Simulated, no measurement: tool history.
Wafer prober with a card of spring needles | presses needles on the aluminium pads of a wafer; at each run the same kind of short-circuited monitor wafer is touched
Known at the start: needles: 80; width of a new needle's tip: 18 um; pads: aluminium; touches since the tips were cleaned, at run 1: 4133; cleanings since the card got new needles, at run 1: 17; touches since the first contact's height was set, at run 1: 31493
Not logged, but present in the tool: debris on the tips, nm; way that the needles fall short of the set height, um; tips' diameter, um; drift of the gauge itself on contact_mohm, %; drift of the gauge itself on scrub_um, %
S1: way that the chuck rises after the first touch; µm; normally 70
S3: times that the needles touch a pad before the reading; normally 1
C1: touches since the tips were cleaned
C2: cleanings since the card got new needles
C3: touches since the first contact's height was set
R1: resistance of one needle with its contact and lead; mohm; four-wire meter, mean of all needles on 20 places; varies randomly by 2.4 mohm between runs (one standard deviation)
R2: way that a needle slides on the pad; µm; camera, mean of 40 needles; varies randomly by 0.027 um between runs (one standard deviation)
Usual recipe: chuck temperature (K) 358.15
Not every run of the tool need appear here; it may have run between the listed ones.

Run 1, hour 0: usual settings; C1 4133; C2 17; C3 31493. Result: R1 319 mohm, R2 13.18 µm.
At hour 2.2: tips cleaned on abrasive film.
Run 2, hour 5.4: usual settings but chuck temperature (K) 331.15; C1 1113; C2 18; C3 33373. Result: R1 287 mohm, R2 13.06 µm.
Run 3, hour 12.4: usual settings but chuck temperature (K) 331.15; C1 3619; C2 18; C3 35879. Result: R1 309 mohm, R2 13.08 µm.
At hour 15.7: tips cleaned on abrasive film.
Run 4, hour 19.2: usual settings but chuck temperature (K) 331.15; C1 1265; C2 19; C3 38299. Result: R1 290 mohm, R2 13.09 µm.
Run 5, hour 27.4: usual settings but chuck temperature (K) 331.15; C1 4205; C2 19; C3 41239. Result: R1 313 mohm, R2 13.13 µm.
At hour 29.6: tips cleaned on abrasive film.
Run 6, hour 34.3: usual settings but chuck temperature (K) 331.15; C1 1669; C2 20; C3 43651. Result: R1 293 mohm, R2 13.06 µm.
At hour 43.2: tips cleaned on abrasive film.
Run 7, hour 43.4: usual settings; C1 69; C2 21; C3 46902. Result: R1 278 mohm, R2 13.06 µm.
Run 8, hour 51.7: usual settings; C1 3032; C2 21; C3 49865. Result: R1 309 mohm, R2 13.03 µm.
At hour 56.9: tips cleaned on abrasive film.
Run 9, hour 59.3: usual settings; C1 852; C2 22; C3 52540. Result: R1 289 mohm, R2 13.03 µm.
Run 10, hour 66.3: usual settings; C1 3362; C2 22; C3 55050. Result: R1 316 mohm, R2 12.97 µm.
At hour 70.3: tips cleaned on abrasive film.
Run 11, hour 75.7: usual settings; C1 1912; C2 23; C3 58364. Result: R1 306 mohm, R2 13.03 µm.
Run 12, hour 82.2: usual settings; C1 4253; C2 23; C3 60705. Result: R1 324 mohm, R2 13.02 µm.
At hour 84: tips cleaned on abrasive film.
Run 13, hour 88.8: usual settings but chuck temperature (K) 306.15; C1 1710; C2 24; C3 63021. Result: R1 289 mohm, R2 13.01 µm.
At hour 97.9: tips cleaned on abrasive film.
Run 14, hour 98: usual settings but S1 81 µm; C1 21; C2 25; C3 66284. Result: R1 275 mohm, R2 15.06 µm.
At hour 100.2: height of the first contact set anew.
Run 15, hour 104: usual settings but S1 81 µm; C1 2069; C2 25; C3 1368. Result: R1 294 mohm, R2 15.25 µm.
Run 16, hour 111: usual settings but S1 81 µm; C1 4567; C2 25; C3 3866. Result: R1 311 mohm, R2 15.33 µm.
At hour 112.3: tips cleaned on abrasive film.
Run 17, hour 118: usual settings but S1 86 µm; C1 2021; C2 26; C3 6332. Result: R1 295 mohm, R2 16.2 µm.
Run 18, hour 124.3: usual settings but S1 56 µm, chuck temperature (K) 393.15, S3 3; C1 4307; C2 26; C3 8618. Result: R1 311 mohm, R2 10.57 µm.
At hour 125.9: tips cleaned on abrasive film.
Run 19, hour 128.2: usual settings but S1 56 µm, chuck temperature (K) 393.15, S3 3; C1 842; C2 27; C3 9973. Result: R1 296 mohm, R2 10.51 µm.
Run 20, hour 137: usual settings but S1 56 µm, chuck temperature (K) 393.15, S3 3; C1 3986; C2 27; C3 13117. Result: R1 306 mohm, R2 10.49 µm.
At hour 139.6: tips cleaned on abrasive film.
Run 21, hour 141.1: usual settings but S1 67 µm, S3 2; C1 523; C2 28; C3 14544. Result: R1 282 mohm, R2 12.62 µm.
Run 22, hour 147.1: usual settings but S1 76 µm, chuck temperature (K) 371.15; C1 2657; C2 28; C3 16678. Result: R1 305 mohm, R2 14.3 µm.
At hour 153.6: tips cleaned on abrasive film.
Run 23, hour 155.4: usual settings but S1 76 µm, chuck temperature (K) 371.15; C1 660; C2 29; C3 19645. Result: R1 287 mohm, R2 14.26 µm.

Forecast each of these 4 alternatives for the next run:
Run A, hour 162.2: usual settings but S1 60 µm, chuck temperature (K) 302.15; C1 3095; C2 29; C3 22080. Result: R1 ?, R2 ?.
Run B, hour 162.2: usual settings but S1 78 µm, chuck temperature (K) 395.15, S3 2; C1 3095; C2 29; C3 22080. Result: R1 ?, R2 ?.
Run C, hour 162.2: usual settings but S3 2; C1 3095; C2 29; C3 22080. Result: R1 ?, R2 ?.
Run D, hour 162.2: usual settings but S1 69 µm, S3 2; C1 3095; C2 29; C3 22080. Result: R1 ?, R2 ?.

run   R1     R2
  A  314  11.24
  B  301  14.62
  C  300  13.15
  D  292  12.96
What these runs would have given with no unlogged condition in the tool:
run   R1     R2
  A  260  11.32
  B  283  14.71
  C  277  13.24
  D  269  13.04
